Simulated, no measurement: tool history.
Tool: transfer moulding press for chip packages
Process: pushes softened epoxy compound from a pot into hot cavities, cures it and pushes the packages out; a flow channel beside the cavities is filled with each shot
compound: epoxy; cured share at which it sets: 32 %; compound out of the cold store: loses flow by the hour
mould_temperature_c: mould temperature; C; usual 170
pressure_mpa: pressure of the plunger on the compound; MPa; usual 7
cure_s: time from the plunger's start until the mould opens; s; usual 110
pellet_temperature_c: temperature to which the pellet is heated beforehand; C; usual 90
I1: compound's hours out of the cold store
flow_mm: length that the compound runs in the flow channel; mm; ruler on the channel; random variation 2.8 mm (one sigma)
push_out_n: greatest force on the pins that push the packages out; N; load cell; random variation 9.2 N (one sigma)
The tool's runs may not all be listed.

run 1 hour=0 | mould_temperature_c=170 pressure_mpa=7 cure_s=110 pellet_temperature_c=90 | I1=46.7 | flow_mm=825 push_out_n=578
-- hour=33.1 plunger's sealing rings changed
-- hour=37.9 cavities cleaned with cleaning compound and waxed
run 2 hour=40 | mould_temperature_c=170 pressure_mpa=7 cure_s=110 pellet_temperature_c=90 | I1=15.7 | flow_mm=1018 push_out_n=445
run 3 hour=64.6 | mould_temperature_c=170 pressure_mpa=7 cure_s=110 pellet_temperature_c=90 | I1=10 | flow_mm=1051 push_out_n=514
run 4 hour=88.9 | mould_temperature_c=170 pressure_mpa=7 cure_s=110 pellet_temperature_c=90 | I1=13.1 | flow_mm=1026 push_out_n=586
run 5 hour=114.3 | mould_temperature_c=170 pressure_mpa=7 cure_s=110 pellet_temperature_c=90 | I1=44.2 | flow_mm=862 push_out_n=586
run 6 hour=133.7 | mould_temperature_c=170 pressure_mpa=7 cure_s=110 pellet_temperature_c=90 | I1=38.1 | flow_mm=892 push_out_n=597
-- hour=153.9 cavities cleaned with cleaning compound and waxed
run 7 hour=162.6 | mould_temperature_c=164 pressure_mpa=6.81 cure_s=94 pellet_temperature_c=84 | I1=31.6 | flow_mm=920 push_out_n=903
run 8 hour=179.4 | mould_temperature_c=164 pressure_mpa=6.81 cure_s=94 pellet_temperature_c=84 | I1=16.7 | flow_mm=1002 push_out_n=1067
-- hour=184 mould's thermocouples calibrated
run 9 hour=199.4 | mould_temperature_c=162 pressure_mpa=6.81 cure_s=137 pellet_temperature_c=88 | I1=43.5 | flow_mm=868 push_out_n=596

Run 10 comes next. What will it give?
run 10 hour=228.1 | mould_temperature_c=162 pressure_mpa=6.81 cure_s=137 pellet_temperature_c=88 | I1=31.1 | flow_mm=? push_out_n=?

flow_mm: 925 mm
push_out_n: 632 N
Without the tool's hidden state the same run would have given flow_mm 941 mm, push_out_n 440 N.
